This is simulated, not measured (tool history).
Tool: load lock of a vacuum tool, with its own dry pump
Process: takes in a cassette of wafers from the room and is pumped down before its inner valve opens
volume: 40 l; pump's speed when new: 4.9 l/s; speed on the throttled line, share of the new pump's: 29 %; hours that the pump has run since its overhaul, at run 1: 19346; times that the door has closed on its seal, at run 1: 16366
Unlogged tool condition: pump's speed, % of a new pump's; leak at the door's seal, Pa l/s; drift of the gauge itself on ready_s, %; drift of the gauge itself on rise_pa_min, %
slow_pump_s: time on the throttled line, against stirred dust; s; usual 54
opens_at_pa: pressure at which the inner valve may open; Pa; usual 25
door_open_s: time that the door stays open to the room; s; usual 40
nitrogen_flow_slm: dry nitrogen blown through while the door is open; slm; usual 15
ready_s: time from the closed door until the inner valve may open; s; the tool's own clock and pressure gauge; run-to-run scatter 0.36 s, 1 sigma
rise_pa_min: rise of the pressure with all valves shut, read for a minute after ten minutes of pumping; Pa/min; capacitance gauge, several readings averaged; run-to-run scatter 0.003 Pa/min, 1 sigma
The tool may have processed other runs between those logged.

run,hour,slow_pump_s,opens_at_pa,door_open_s,nitrogen_flow_slm,hours that the pump has run since its overhaul,times that the door has closed on its seal,"incoming humidity of the room's air, %",ready_s,rise_pa_min
1,0.0,54,25,40,15,19346,16366,42.8,114.0,0.045
2,325.8,54,25,40,15,19672,16897,47.9,113.6,0.051
3,579.1,54,25,40,15,19925,17309,44.0,113.0,0.050
4,1055.5,54,25,40,15,20401,18085,44.0,114.7,0.050
5,1545.7,54,25,40,15,20892,18884,41.4,113.9,0.041
6,1768.3,54,24,40,15,21114,19247,44.8,115.1,0.046
# hour 1862.0: dry pump taken out, an overhauled one fitted
7,2035.5,54,25,40,15,174,19672,47.2,107.2,0.050
8,2401.1,54,25,40,15,539,20267,46.1,107.2,0.052
9,2780.7,54,25,40,15,919,20886,46.9,107.8,0.055
10,3233.0,57,25,40,15,1371,21623,45.4,110.5,0.052
11,3489.7,54,25,40,15,1628,22041,42.3,107.2,0.060
12,3966.0,35,25,40,15,2104,22817,47.7,94.6,0.058
13,4412.7,31,25,40,15,2551,23544,44.5,92.3,0.056
14,4690.9,31,25,40,15,2829,23998,45.0,93.0,0.059
15,4981.1,31,25,40,15,3119,24470,45.3,92.0,0.061
16,5386.0,54,25,40,25,3524,25130,46.2,108.6,0.059
17,5716.6,54,25,40,25,3855,25668,46.3,108.5,0.053
18,5931.6,54,25,40,25,4070,26019,47.7,109.5,0.057
19,6247.9,54,35,40,15,4386,26534,46.7,106.1,0.064
20,6581.0,70,41,46,16,4719,27076,44.2,115.4,0.067
21,6969.7,49,41,46,16,5108,27710,46.4,101.2,0.069
22,7317.6,49,44,46,33,5456,28276,43.4,101.8,0.066
23,7585.4,49,35,67,11,5723,28713,41.9,103.4,0.078
24,7944.9,49,35,67,11,6083,29298,41.3,103.2,0.081
25,8146.3,81,25,99,15,6284,29626,47.2,129.3,0.087
26,8461.4,81,25,99,15,6599,30140,45.5,128.3,0.092
27,8802.2,107,29,91,15,6940,30695,46.3,145.3,0.091
28,9169.4,64,32,40,15,7307,31293,47.3,115.2,0.076
29,9578.5,102,36,129,24,7716,31959,46.6,140.5,0.088
30,9864.7,77,44,40,34,8003,32426,47.8,122.0,0.070
31,10303.4,77,44,40,34,8441,33140,44.6,121.0,0.069
32,10549.0,54,33,28,15,8687,33540,43.3,107.9,0.080
33,10886.6,54,33,28,15,9025,34090,45.7,108.2,0.079
34,11181.5,52,46,68,17,9320,34571,48.0,104.5,0.090
35,11523.6,54,26,79,42,9662,35128,48.9,111.1,0.077
36,11890.3,68,48,122,34,10028,35725,44.3,115.1,0.089
37,12141.4,54,25,44,6,10279,36134,46.3,111.8,0.093

Selected run-to-run steps in ready_s, each split into two signed amounts: the part the tool would show with no hidden state at all (from settings, incoming material and random variation), and the remainder, which goes to the hidden state together with any gauge scatter not common to the measured and the hidden-state-free results:
Run 6 -> 7: opens_at_pa 24 -> 25, dry pump taken out, an overhauled one fitted. ready_s -7.9 s: hidden state -7.2, all else -0.7.
Run 24 -> 25: slow_pump_s 49 -> 81, opens_at_pa 35 -> 25, door_open_s 67 -> 99, nitrogen_flow_slm 11 -> 15. ready_s +26.1 s: hidden state -0.3, all else +26.4.
Run 27 -> 28: slow_pump_s 107 -> 64, opens_at_pa 29 -> 32, door_open_s 91 -> 40. ready_s -30.1 s: hidden state +1.0, all else -31.1.
Run 28 -> 29: slow_pump_s 64 -> 102, opens_at_pa 32 -> 36, door_open_s 40 -> 129, nitrogen_flow_slm 15 -> 24. ready_s +25.3 s: hidden state -0.8, all else +26.1.
Run 36 -> 37: slow_pump_s 68 -> 54, opens_at_pa 48 -> 25, door_open_s 122 -> 44, nitrogen_flow_slm 34 -> 6. ready_s -3.3 s: hidden state +1.1, all else -4.4.
